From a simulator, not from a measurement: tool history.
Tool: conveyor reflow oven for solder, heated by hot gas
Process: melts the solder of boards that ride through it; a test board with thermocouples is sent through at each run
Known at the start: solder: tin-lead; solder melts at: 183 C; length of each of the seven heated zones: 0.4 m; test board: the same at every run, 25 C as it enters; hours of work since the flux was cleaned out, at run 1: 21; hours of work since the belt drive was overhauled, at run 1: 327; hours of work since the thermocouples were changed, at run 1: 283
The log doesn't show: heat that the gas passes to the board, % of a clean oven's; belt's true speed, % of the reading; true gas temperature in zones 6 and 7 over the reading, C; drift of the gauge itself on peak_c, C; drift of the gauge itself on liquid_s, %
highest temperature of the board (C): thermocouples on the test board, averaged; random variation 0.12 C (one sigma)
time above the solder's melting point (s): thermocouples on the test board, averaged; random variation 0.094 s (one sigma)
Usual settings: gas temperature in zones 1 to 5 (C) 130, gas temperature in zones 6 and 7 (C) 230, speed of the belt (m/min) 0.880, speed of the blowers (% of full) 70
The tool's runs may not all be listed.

run   hour  gas temperature in zones 1 to 5 (C)  gas temperature in zones 6 and 7 (C)  speed of the belt (m/min)  speed of the blowers (% of full)  hours of work since the flux was cleaned out  hours of work since the belt drive was overhauled  hours of work since the thermocouples were changed  highest temperature of the board (C)  time above the solder's melting point (s)
  1    0.0                                  130                                   230                      0.880                                70                                            21                                                327                                                 283                                 209.5                                      34.01
  2   29.4                                  130                                   230                      0.880                                70                                            37                                                344                                                 300                                 209.7                                      33.74
  3   64.3                                  130                                   230                      0.880                                70                                            57                                                364                                                 320                                 209.2                                      33.54
  4   97.5                                  130                                   230                      0.880                                70                                            76                                                383                                                 339                                 208.9                                      33.41
  5  133.3                                  130                                   230                      0.880                                66                                            97                                                404                                                 359                                 207.5                                      32.23
  6  167.2                                  130                                   230                      0.880                                70                                           116                                                423                                                 379                                 208.4                                      33.16
  7  185.0                                  130                                   230                      0.880                                70                                           127                                                433                                                 389                                 208.6                                      32.96
  8  218.1                                  130                                   230                      0.880                                70                                           146                                                452                                                 408                                 208.2                                      32.71
     245.5  -- flux residue cleaned out of gas plates and filters
  9  248.5                                  130                                   230                      0.880                                70                                             2                                                467                                                 423                                 209.5                                      34.23
 10  271.8                                  116                                   230                      0.880                                70                                            15                                                480                                                 436                                 206.8                                      28.86
 11  295.4                                  116                                   230                      0.880                                70                                            29                                                494                                                 450                                 206.6                                      28.85
 12  329.9                                  116                                   230                      0.880                                70                                            48                                                514                                                 469                                 206.4                                      28.65
 13  359.1                                  130                                   230                      0.880                                70                                            65                                                530                                                 486                                 209.2                                      33.64
 14  390.0                                  130                                   230                      0.880                                70                                            83                                                548                                                 504                                 208.8                                      33.55
 15  410.7                                  130                                   230                      0.880                                70                                            95                                                560                                                 516                                 208.7                                      33.41
     425.5  -- thermocouples of zones 6 and 7 changed
 16  434.2                                  130                                   230                      0.880                                70                                           107                                                572                                                   5                                 209.0                                      33.67
 17  469.4                                  130                                   230                      0.973                                78                                           127                                                592                                                  25                                 207.6                                      29.03
 18  498.5                                  130                                   230                      0.973                                78                                           144                                                609                                                  42                                 207.5                                      28.93
 19  513.6                                  130                                   219                      0.949                                65                                           153                                                618                                                  50                                 195.3                                      18.71
     528.7  -- flux residue cleaned out of gas plates and filters
 20  552.1                                  136                                   230                      0.880                                66                                            13                                                637                                                  70                                 210.2                                      35.99
 21  584.8                                  136                                   230                      0.880                                66                                            32                                                656                                                  88                                 209.9                                      35.86
 22  600.2                                  136                                   240                      0.880                                70                                            41                                                665                                                  97                                 219.8                                      41.83
 23  615.9                                  126                                   233                      0.783                                69                                            50                                                674                                                 106                                 215.3                                      42.22
 24  651.3                                  130                                   244                      0.880                                70                                            70                                                694                                                 127                                 221.6                                      41.50
 25  666.5                                  127                                   234                      0.855                                77                                            79                                                703                                                 135                                 215.4                                      38.85
 26  690.4                                  129                                   228                      0.855                                54                                            93                                                716                                                 149                                 203.3                                      28.75
 27  706.1                                  127                                   241                      0.855                                54                                           102                                                725                                                 158                                 213.2                                      36.28
 28  738.6                                  127                                   241                      0.855                                54                                           120                                                744                                                 177                                 212.9                                      36.29
 29  767.7                                  127                                   241                      0.855                                54                                           137                                                761                                                 193                                 212.8                                      36.11
 30  793.8                                  127                                   241                      0.855                                54                                           152                                                776                                                 208                                 212.8                                      35.89
     808.9  -- flux residue cleaned out of gas plates and filters
 31  831.4                                  130                                   243                      0.730                                70                                            13                                                794                                                 227                                 227.7                                      54.22

Measured less the same run without the tool's hidden state. The same run-to-run variation is in both; the gauge's scatter may not be:
run  highest temperature of the board (C)  time above the solder's melting point (s)
  1                                  -0.6                                      -0.15
  2                                  -0.7                                      -0.33
  3                                  -1.0                                      -0.50
  4                                  -1.2                                      -0.68
  5                                  -1.4                                      -0.90
  6                                  -1.7                                      -1.07
  7                                  -1.7                                      -1.16
  8                                  -2.0                                      -1.34
  9                                  -0.4                                      +0.14
 10                                  -0.6                                      -0.07
 11                                  -0.7                                      -0.23
 12                                  -1.0                                      -0.46
 13                                  -1.1                                      -0.48
 14                                  -1.3                                      -0.64
 15                                  -1.4                                      -0.74
 16                                  -0.9                                      -0.38
 17                                  -1.4                                      -0.72
 18                                  -1.5                                      -0.89
 19                                  -1.4                                      -1.44
 20                                  +0.1                                      +0.60
 21                                  -0.1                                      +0.44
 22                                  -0.2                                      +0.47
 23                                  -0.3                                      +0.38
 24                                  -0.6                                      +0.29
 25                                  -0.7                                      +0.08
 26                                  -0.6                                      -0.14
 27                                  -0.7                                      +0.03
 28                                  -0.9                                      -0.10
 29                                  -1.1                                      -0.24
 30                                  -1.2                                      -0.36
 31                                  -0.1                                      +0.89

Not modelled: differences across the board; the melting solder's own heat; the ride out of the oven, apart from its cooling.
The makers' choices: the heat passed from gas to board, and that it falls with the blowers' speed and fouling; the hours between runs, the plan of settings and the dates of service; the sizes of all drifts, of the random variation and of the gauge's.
